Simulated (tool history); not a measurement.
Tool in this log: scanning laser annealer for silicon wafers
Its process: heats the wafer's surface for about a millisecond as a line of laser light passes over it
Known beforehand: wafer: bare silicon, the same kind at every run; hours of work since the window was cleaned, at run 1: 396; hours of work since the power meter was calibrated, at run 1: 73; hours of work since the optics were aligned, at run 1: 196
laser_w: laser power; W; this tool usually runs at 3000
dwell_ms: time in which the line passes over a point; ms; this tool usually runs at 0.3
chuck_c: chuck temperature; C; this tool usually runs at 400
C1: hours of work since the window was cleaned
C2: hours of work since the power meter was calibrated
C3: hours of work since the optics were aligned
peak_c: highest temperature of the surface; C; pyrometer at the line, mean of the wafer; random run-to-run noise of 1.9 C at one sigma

{"run": 1, "hour": 0.0, "laser_w": 3000, "dwell_ms": 0.3, "chuck_c": 400, "C1": 396, "C2": 73, "C3": 196, "peak_c": 1091}
{"run": 2, "hour": 20.5, "laser_w": 3000, "dwell_ms": 0.27, "chuck_c": 400, "C1": 410, "C2": 88, "C3": 211, "peak_c": 1057}
{"run": 3, "hour": 34.8, "laser_w": 3000, "dwell_ms": 0.27, "chuck_c": 400, "C1": 421, "C2": 98, "C3": 221, "peak_c": 1059}
{"hour": 50.6, "done": "window over the wafer cleaned"}
{"run": 4, "hour": 50.6, "laser_w": 3000, "dwell_ms": 0.3, "chuck_c": 429, "C1": 0, "C2": 108, "C3": 231, "peak_c": 1152}
{"hour": 56.7, "done": "optics aligned, line set to its width"}
{"run": 5, "hour": 68.1, "laser_w": 3000, "dwell_ms": 0.3, "chuck_c": 429, "C1": 9, "C2": 117, "C3": 8, "peak_c": 1146}
{"run": 6, "hour": 88.8, "laser_w": 3000, "dwell_ms": 0.3, "chuck_c": 429, "C1": 24, "C2": 132, "C3": 23, "peak_c": 1153}
{"hour": 99.0, "done": "optics aligned, line set to its width, once more"}
{"run": 7, "hour": 107.1, "laser_w": 3000, "dwell_ms": 0.211, "chuck_c": 405, "C1": 33, "C2": 141, "C3": 6, "peak_c": 1026}

Run 8 is up next; what results do you expect?
{"run": 8, "hour": 126.1, "laser_w": 3000, "dwell_ms": 0.211, "chuck_c": 405, "C1": 47, "C2": 155, "C3": 19, "peak_c": "?"}

{"run 8": {"peak_c": 1025}}
Had the tool carried no hidden state, the very same run would have given peak_c 1031 C.
